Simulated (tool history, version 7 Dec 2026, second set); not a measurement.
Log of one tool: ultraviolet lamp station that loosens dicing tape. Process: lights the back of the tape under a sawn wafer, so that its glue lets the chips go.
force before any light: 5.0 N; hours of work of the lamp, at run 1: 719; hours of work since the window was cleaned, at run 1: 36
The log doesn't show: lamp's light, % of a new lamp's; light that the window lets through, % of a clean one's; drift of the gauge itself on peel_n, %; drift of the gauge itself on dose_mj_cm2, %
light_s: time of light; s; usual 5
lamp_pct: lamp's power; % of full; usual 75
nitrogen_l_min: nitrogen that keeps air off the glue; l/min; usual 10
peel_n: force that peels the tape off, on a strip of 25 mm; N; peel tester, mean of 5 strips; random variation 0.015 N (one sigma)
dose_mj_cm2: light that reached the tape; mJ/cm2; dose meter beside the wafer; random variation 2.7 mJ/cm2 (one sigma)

run,hour,light_s,lamp_pct,nitrogen_l_min,hours of work of the lamp,hours of work since the window was cleaned,peel_n,dose_mj_cm2
1,0,5,75,10,719,36,1.362,232
2,57.7,5,75,10,759,75,1.379,219
3,94.6,5,72,10,784,100,1.477,209
4,145,5,72,10,818,134,1.6,203
5,198.9,5,72,10,855,171,1.597,193
6,230.9,5,72,10,877,193,1.625,192
7,265.7,5,72,10,900,217,1.722,180
# hour 301.8: lamp changed
8,323,5,72,10,14,255,0.853,317
9,380.8,5,98,10,54,294,0.581,423
# hour 387.9: window cleaned of glue's vapour
10,440.5,5,98,10,94,36,0.523,430
11,498.4,5,98,10,134,75,0.572,418
12,556.9,5,98,10,174,115,0.572,403

The next listed run, before its measurement:
13,589.6,5,75,15,196,137,?,?

peel_n: 0.725 N
dose_mj_cm2: 312 mJ/cm2
Without the tool's hidden state the same run would have given peel_n 0.577 N, dose_mj_cm2 362 mJ/cm2.
